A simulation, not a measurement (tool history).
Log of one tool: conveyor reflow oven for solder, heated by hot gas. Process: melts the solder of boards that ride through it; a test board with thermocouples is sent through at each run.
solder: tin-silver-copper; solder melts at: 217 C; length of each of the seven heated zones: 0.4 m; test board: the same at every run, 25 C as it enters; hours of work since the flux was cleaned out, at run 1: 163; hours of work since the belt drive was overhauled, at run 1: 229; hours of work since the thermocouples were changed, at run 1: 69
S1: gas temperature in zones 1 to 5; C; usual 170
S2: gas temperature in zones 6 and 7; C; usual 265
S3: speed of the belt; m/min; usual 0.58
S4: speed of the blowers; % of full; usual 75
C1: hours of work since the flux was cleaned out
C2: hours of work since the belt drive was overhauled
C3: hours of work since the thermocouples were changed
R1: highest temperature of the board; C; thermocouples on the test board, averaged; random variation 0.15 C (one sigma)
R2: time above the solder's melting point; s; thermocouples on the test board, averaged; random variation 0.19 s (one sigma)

{"run": 1, "hour": 0.0, "S1": 170, "S2": 265, "S3": 0.58, "S4": 75, "C1": 163, "C2": 229, "C3": 69, "R1": 247.9, "R2": 57.3}
{"run": 2, "hour": 8.1, "S1": 170, "S2": 256, "S3": 0.58, "S4": 75, "C1": 169, "C2": 234, "C3": 75, "R1": 240.5, "R2": 49.3}
{"run": 3, "hour": 17.4, "S1": 170, "S2": 256, "S3": 0.58, "S4": 75, "C1": 175, "C2": 241, "C3": 81, "R1": 240.1, "R2": 49.3}
{"run": 4, "hour": 25.9, "S1": 170, "S2": 265, "S3": 0.58, "S4": 75, "C1": 182, "C2": 247, "C3": 87, "R1": 248.3, "R2": 56.8}
{"hour": 40.1, "done": "flux residue cleaned out of gas plates and filters"}
{"run": 5, "hour": 42.1, "S1": 170, "S2": 265, "S3": 0.58, "S4": 75, "C1": 1, "C2": 255, "C3": 95, "R1": 249.9, "R2": 59.6}
{"run": 6, "hour": 56.6, "S1": 170, "S2": 265, "S3": 0.58, "S4": 75, "C1": 12, "C2": 265, "C3": 105, "R1": 250.3, "R2": 59}
{"run": 7, "hour": 72.9, "S1": 170, "S2": 256, "S3": 0.58, "S4": 75, "C1": 23, "C2": 276, "C3": 117, "R1": 242.2, "R2": 52.4}
{"run": 8, "hour": 89.2, "S1": 170, "S2": 265, "S3": 0.58, "S4": 75, "C1": 34, "C2": 288, "C3": 128, "R1": 250.1, "R2": 58.9}
{"run": 9, "hour": 104.4, "S1": 170, "S2": 265, "S3": 0.58, "S4": 75, "C1": 45, "C2": 298, "C3": 139, "R1": 250, "R2": 59.2}
{"run": 10, "hour": 115.7, "S1": 170, "S2": 265, "S3": 0.58, "S4": 75, "C1": 53, "C2": 306, "C3": 147, "R1": 250, "R2": 59}
{"run": 11, "hour": 127.5, "S1": 170, "S2": 265, "S3": 0.58, "S4": 75, "C1": 61, "C2": 314, "C3": 155, "R1": 249.9, "R2": 58.9}
{"run": 12, "hour": 140.6, "S1": 170, "S2": 265, "S3": 0.58, "S4": 75, "C1": 70, "C2": 324, "C3": 164, "R1": 249.7, "R2": 58.7}
{"run": 13, "hour": 155.2, "S1": 170, "S2": 265, "S3": 0.58, "S4": 75, "C1": 81, "C2": 334, "C3": 174, "R1": 249.8, "R2": 59.2}
{"run": 14, "hour": 169.7, "S1": 170, "S2": 265, "S3": 0.58, "S4": 75, "C1": 91, "C2": 344, "C3": 185, "R1": 249.6, "R2": 59.3}
{"run": 15, "hour": 185.6, "S1": 170, "S2": 265, "S3": 0.58, "S4": 75, "C1": 102, "C2": 355, "C3": 196, "R1": 249.5, "R2": 58.8}
{"run": 16, "hour": 200.7, "S1": 170, "S2": 265, "S3": 0.58, "S4": 75, "C1": 112, "C2": 366, "C3": 206, "R1": 249.4, "R2": 58.2}
{"run": 17, "hour": 209.9, "S1": 182, "S2": 261, "S3": 0.58, "S4": 75, "C1": 119, "C2": 372, "C3": 213, "R1": 247.8, "R2": 62.6}
{"run": 18, "hour": 225.1, "S1": 182, "S2": 261, "S3": 0.58, "S4": 75, "C1": 129, "C2": 383, "C3": 223, "R1": 248.1, "R2": 62.3}
{"run": 19, "hour": 235.9, "S1": 182, "S2": 261, "S3": 0.58, "S4": 75, "C1": 137, "C2": 390, "C3": 231, "R1": 247.9, "R2": 62.4}
{"run": 20, "hour": 252.4, "S1": 162, "S2": 269, "S3": 0.593, "S4": 75, "C1": 149, "C2": 402, "C3": 242, "R1": 250.5, "R2": 55.1}
{"run": 21, "hour": 267.9, "S1": 162, "S2": 269, "S3": 0.593, "S4": 75, "C1": 159, "C2": 413, "C3": 253, "R1": 250.5, "R2": 54.8}
{"hour": 272.7, "done": "belt drive overhauled, speed set with a stopwatch"}
{"run": 22, "hour": 279.7, "S1": 166, "S2": 265, "S3": 0.609, "S4": 87, "C1": 165, "C2": 5, "C3": 259, "R1": 249.3, "R2": 55}
{"run": 23, "hour": 293.4, "S1": 166, "S2": 265, "S3": 0.609, "S4": 87, "C1": 174, "C2": 14, "C3": 268, "R1": 249.3, "R2": 54.7}
{"run": 24, "hour": 307.8, "S1": 170, "S2": 265, "S3": 0.619, "S4": 75, "C1": 185, "C2": 25, "C3": 278, "R1": 246.6, "R2": 51.8}
{"hour": 318.0, "done": "flux residue cleaned out of gas plates and filters"}
{"run": 25, "hour": 324.8, "S1": 170, "S2": 265, "S3": 0.564, "S4": 68, "C1": 5, "C2": 33, "C3": 287, "R1": 249.9, "R2": 61.1}
{"run": 26, "hour": 336.2, "S1": 170, "S2": 267, "S3": 0.699, "S4": 72, "C1": 13, "C2": 41, "C3": 295, "R1": 245.1, "R2": 44.3}
{"hour": 346.1, "done": "belt drive overhauled, speed set with a stopwatch, once more"}
{"run": 27, "hour": 349.4, "S1": 170, "S2": 267, "S3": 0.699, "S4": 72, "C1": 19, "C2": 2, "C3": 301, "R1": 245.2, "R2": 43.3}
{"run": 28, "hour": 360.8, "S1": 162, "S2": 274, "S3": 0.608, "S4": 75, "C1": 27, "C2": 10, "C3": 309, "R1": 255.3, "R2": 56.8}
{"run": 29, "hour": 371.8, "S1": 162, "S2": 274, "S3": 0.608, "S4": 75, "C1": 35, "C2": 18, "C3": 317, "R1": 255.4, "R2": 56.5}
{"run": 30, "hour": 383.6, "S1": 156, "S2": 262, "S3": 0.541, "S4": 89, "C1": 43, "C2": 26, "C3": 325, "R1": 250.9, "R2": 60.9}

Forecast each of these 3 alternatives for the next run:
{"run": "A", "hour": 399.2, "S1": 167, "S2": 265, "S3": 0.559, "S4": 75, "C1": 54, "C2": 37, "C3": 336, "R1": "?", "R2": "?"}
{"run": "B", "hour": 399.2, "S1": 170, "S2": 255, "S3": 0.673, "S4": 75, "C1": 54, "C2": 37, "C3": 336, "R1": "?", "R2": "?"}
{"run": "C", "hour": 399.2, "S1": 172, "S2": 262, "S3": 0.647, "S4": 54, "C1": 54, "C2": 37, "C3": 336, "R1": "?", "R2": "?"}

run=A R1=250.8 R2=61
run=B R1=236.9 R2=37.9
run=C R1=237 R2=38.1
Without the tool's hidden state the same runs would have given:
run=A R1=250.9 R2=61.1
run=B R1=237 R2=38.3
run=C R1=237.1 R2=38.4

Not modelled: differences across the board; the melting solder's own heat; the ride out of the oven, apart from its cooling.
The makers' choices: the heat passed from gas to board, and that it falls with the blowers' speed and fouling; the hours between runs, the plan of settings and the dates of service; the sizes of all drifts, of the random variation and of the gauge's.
